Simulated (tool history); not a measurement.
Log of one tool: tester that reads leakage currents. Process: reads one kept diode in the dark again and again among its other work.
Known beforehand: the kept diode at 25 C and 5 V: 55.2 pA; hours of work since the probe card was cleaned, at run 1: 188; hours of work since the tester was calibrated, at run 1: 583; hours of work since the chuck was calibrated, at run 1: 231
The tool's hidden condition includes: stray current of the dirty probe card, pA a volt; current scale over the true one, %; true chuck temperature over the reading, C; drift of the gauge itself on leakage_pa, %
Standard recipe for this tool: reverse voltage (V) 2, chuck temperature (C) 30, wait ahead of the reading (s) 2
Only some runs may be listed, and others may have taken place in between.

run    hour  reverse voltage (V)  chuck temperature (C)  wait ahead of the reading (s)  hours of work since the probe card was cleaned  hours of work since the tester was calibrated  hours of work since the chuck was calibrated  current that the tester gives (pA)
  1       0                    2                     30                              2                                             188                                            583                                           231                               66.44
  2      27                    2                     30                              2                                             201                                            597                                           244                               66.67
  3    71.6                    2                     30                              2                                             223                                            619                                           266                               67.51
  4   113.8                    2                     30                              2                                             244                                            640                                           287                               67.51
  5     146                    2                     30                              2                                             260                                            656                                           303                                67.4
  6   175.6                 1.23                     30                              2                                             275                                            671                                           318                               56.96
  7   205.3                 1.23                     30                              2                                             290                                            685                                           333                               57.42
  8   246.8                 1.23                     30                              2                                             310                                            706                                           354                               57.61
  9   304.8                    2                     30                           0.85                                             339                                            735                                           382                               69.24
 10   356.5                    2                     30                           0.85                                             365                                            760                                           408                               69.86
 11   390.1                    2                     30                           0.85                                             381                                            777                                           425                                70.2
 12   432.5                    2                     34                              2                                             403                                            798                                           446                              100.68
 13   475.9                    2                     34                              2                                             424                                            820                                           467                                 101
 14     508                    2                     34                              2                                             440                                            836                                           483                              101.23
 15   572.1                    2                     34                              2                                             472                                            868                                           515                              101.81
 16   623.3                    2                     34                              2                                             497                                            893                                           541                              102.71
      629.6  -- chuck's temperature calibrated
 17   669.9                    2                     30                           3.11                                             519                                            915                                            20                                77.3
 18   705.5                 5.11                     30                           3.11                                             537                                            933                                            38                              109.65
 19   769.4                 5.11                     30                           3.11                                             569                                            965                                            69                              110.86
 20   801.1                    2                     30                              2                                             585                                            980                                            85                               78.51
      819.6  -- chuck's temperature calibrated, once more
 21   833.5                 6.44                     21                           1.71                                             600                                            996                                             7                               45.03
 22   880.1                 6.44                     21                           1.71                                             623                                           1019                                            30                               45.43
 23   907.9                  2.8                     30                              2                                             637                                           1033                                            44                                73.2
 24   971.8                    2                     30                           1.02                                             669                                           1064                                            76                               65.14
 25  1036.9                    2                     30                           3.13                                             701                                           1097                                           108                               65.99
 26  1097.3                 1.26                     30                              2                                             731                                           1127                                           138                               55.83
 27  1142.1                 1.26                     30                              2                                             753                                           1149                                           160                               56.05
 28  1201.2                 4.93                     43                           0.54                                             783                                           1178                                           190                              287.66
 29  1251.9                    2                     30                           3.13                                             808                                           1203                                           215                               67.58
 30  1301.7                 7.04                     43                              2                                             832                                           1228                                           240                              329.06
 31  1343.6                 7.04                     43                              2                                             853                                           1249                                           260                              330.81
 32  1375.4                 7.04                     43                              2                                             869                                           1265                                           276                              333.43
 33  1410.8                 1.01                     30                           0.93                                             887                                           1282                                           294                               53.53
 34  1441.7                19.13                     33                           4.92                                             902                                           1298                                           309                              216.11
 35  1502.3                19.13                     33                           0.62                                             932                                           1328                                           339                              220.94
 36  1545.5                    2                     32                           6.01                                             954                                           1349                                           361                               83.71
 37  1590.1                 9.42                     47                              2                                             976                                           1372                                           383                              524.34
 38  1647.5                 9.42                     47                              2                                            1004                                           1400                                           411                              527.69
 39    1676                 4.81                     30                              2                                            1019                                           1414                                           426                              100.18
 40  1717.8                    2                     30                           2.18                                            1039                                           1435                                           446                               71.63

Consider 3 possible next runs. They are alternatives, not a sequence: every one starts from the tool as it was left by run 40. What does each give?
  A  1759                 2.84                     25                           6.11                                            1060                                           1455                                           467                                   ?
  B  1759                 5.81                     30                           2.18                                            1060                                           1455                                           467                                   ?
  C  1759                    2                     21                           0.53                                            1060                                           1455                                           467                                   ?

run  current that the tester gives (pA)
  A                               52.78
  B                              108.78
  C                                32.6
Had the tool no hidden state, the same runs would have come out as:
run  current that the tester gives (pA)
  A                               45.19
  B                               93.52
  C                               27.66
